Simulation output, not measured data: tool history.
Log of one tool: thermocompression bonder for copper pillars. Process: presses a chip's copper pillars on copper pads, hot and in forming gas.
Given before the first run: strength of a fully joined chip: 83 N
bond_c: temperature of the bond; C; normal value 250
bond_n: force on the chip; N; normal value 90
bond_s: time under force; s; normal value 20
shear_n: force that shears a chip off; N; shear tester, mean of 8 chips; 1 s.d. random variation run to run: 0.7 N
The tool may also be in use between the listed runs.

run	hour	bond_c	bond_n	bond_s	shear_n
1	0	250	90	20	44
2	9.7	250	90	20	44.4
3	18.9	250	90	20	44.1
4	29.2	250	90	20	44.9
# hour 44.9: forming gas filter changed
5	44.9	250	90	20	50.6
6	53.4	241	90	20	44.9
7	59.8	250	90	22	50.9
8	74	250	117	20	56
9	89.6	250	117	20	55.4
10	99.9	250	117	20	55.8
11	110.7	250	117	20	54.2
12	125.9	250	90	20	49.6
13	133.5	250	90	20	49.5
14	142.2	250	90	20	48.6
15	153	250	90	20	48.3
16	168.4	250	127	20	56.1
17	176	250	90	34	56.1
18	190.8	250	90	20	47.7
19	202.1	250	90	20	47.4
20	215.4	250	90	20	47.2
21	224.6	256	97	19	49.6
22	238.9	250	121	25	57.7
23	250.8	250	121	40	63.4
24	261.1	233	74	29	42.1
25	271.7	264	93	23	54.8
26	282.4	264	93	23	55.5
27	293.3	264	91	12	45.6
28	301.9	264	91	12	44.5
29	313.3	258	76	17	43.3
30	322.2	258	72	13	39.8
31	334.4	258	72	13	38.7
32	345.5	273	96	20	56.3
33	359.6	220	102	49	50.4
34	375.1	220	102	49	48.9
35	385.9	220	70	49	42.1
36	400.6	226	105	25	42.1
37	412.9	226	105	25	42.3
38	423	245	105	12	39.2
39	430.2	245	105	12	39.8
40	437.2	277	109	20	58.6

Consider 3 possible next runs. They are alternatives, not a sequence: every one starts from the tool as it was left by run 40. What does each give?
A	445.1	271	102	52	?
B	445.1	250	74	14	?
C	445.1	277	109	35	?

run	shear_n
A	66.3
B	36.7
C	66.2
Without the tool's unlogged condition, the same runs would have read:
run	shear_n
A	72.5
B	40.3
C	72.3
